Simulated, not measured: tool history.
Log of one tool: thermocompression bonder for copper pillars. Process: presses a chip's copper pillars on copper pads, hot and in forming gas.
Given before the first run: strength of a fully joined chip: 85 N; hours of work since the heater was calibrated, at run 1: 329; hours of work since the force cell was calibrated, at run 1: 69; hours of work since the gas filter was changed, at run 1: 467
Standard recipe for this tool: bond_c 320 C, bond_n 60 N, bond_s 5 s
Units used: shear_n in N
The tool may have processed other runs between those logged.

run   hour  bond_c  bond_n  bond_s  hours of work since the heater was calibrated  hours of work since the force cell was calibrated  hours of work since the gas filter was changed  shear_n
  1    0.0     320      60       5                                            329                                                 69                                             467     57.6
  2   14.0     320      79       5                                            335                                                 75                                             473     65.2
      18.2  -- forming gas filter changed
  3   25.4     320      60       5                                            339                                                 79                                               3     57.3
  4   38.6     320      60       5                                            345                                                 85                                               9     58.6
  5   54.4     320      60       5                                            352                                                 92                                              16     57.0
  6   70.2     320      60       5                                            359                                                 99                                              23     57.5
  7   80.4     320      45       5                                            364                                                103                                              27     50.5
  8   97.4     320      60       5                                            371                                                111                                              35     57.4
  9  120.7     320      60       5                                            381                                                121                                              45     57.7
 10  143.6     320      62       5                                            391                                                131                                              55     58.5
 11  164.5     320      90       5                                            400                                                140                                              64     67.2
 12  180.4     320      90       5                                            407                                                147                                              71     67.3
 13  203.4     320      60       5                                            417                                                157                                              81     57.6
 14  215.8     326      60       5                                            423                                                163                                              86     59.3
 15  233.6     320      60       5                                            430                                                170                                              94     57.5
 16  248.5     320      60       5                                            437                                                177                                             101     58.0
 17  260.2     320      60      11                                            442                                                182                                             106     68.9
 18  272.2     320      60       5                                            447                                                187                                             111     58.5
 19  290.1     320      60       5                                            455                                                195                                             119     57.9
 20  310.2     314      60       5                                            464                                                204                                             128     56.2
 21  321.1     320      60       5                                            469                                                209                                             132     57.6
 22  343.7     320      37       7                                            479                                                218                                             142     50.0
 23  359.5     320      37       7                                            485                                                225                                             149     49.3
 24  379.5     326      61       6                                            494                                                234                                             158     62.2
 25  390.6     326      61       6                                            499                                                239                                             163     63.1
 26  401.8     310      61       6                                            504                                                244                                             168     57.5
 27  425.5     320      60       4                                            514                                                254                                             178     54.5
 28  444.1     320      41       5                                            522                                                262                                             186     48.2
 29  453.8     334      40       3                                            527                                                267                                             190     43.3
 30  475.8     336      48       8                                            536                                                276                                             200     63.1
 31  496.5     336      48       8                                            545                                                285                                             209     63.3
 32  517.4     294      82       4                                            554                                                294                                             218     53.4
 33  527.9     294      82       4                                            559                                                299                                             223     53.6
 34  543.8     320      48      12                                            566                                                306                                             230     65.6
 35  553.7     320      40      13                                            570                                                310                                             234     61.3
 36  570.2     321      64       5                                            578                                                317                                             241     59.8
 37  581.4     321      64       5                                            582                                                322                                             246     59.5
 38  601.8     303      48      11                                            591                                                331                                             255     58.4
 39  618.9     303      48      11                                            599                                                339                                             262     59.0

Hidden state at the last listed run before each entry between runs and at the first one after, where it differs:
Logged between run 2 and run 3: forming gas filter changed (hour 18.2)
  oxide that the forming gas leaves, % of the face: 0.77 -> 0.51
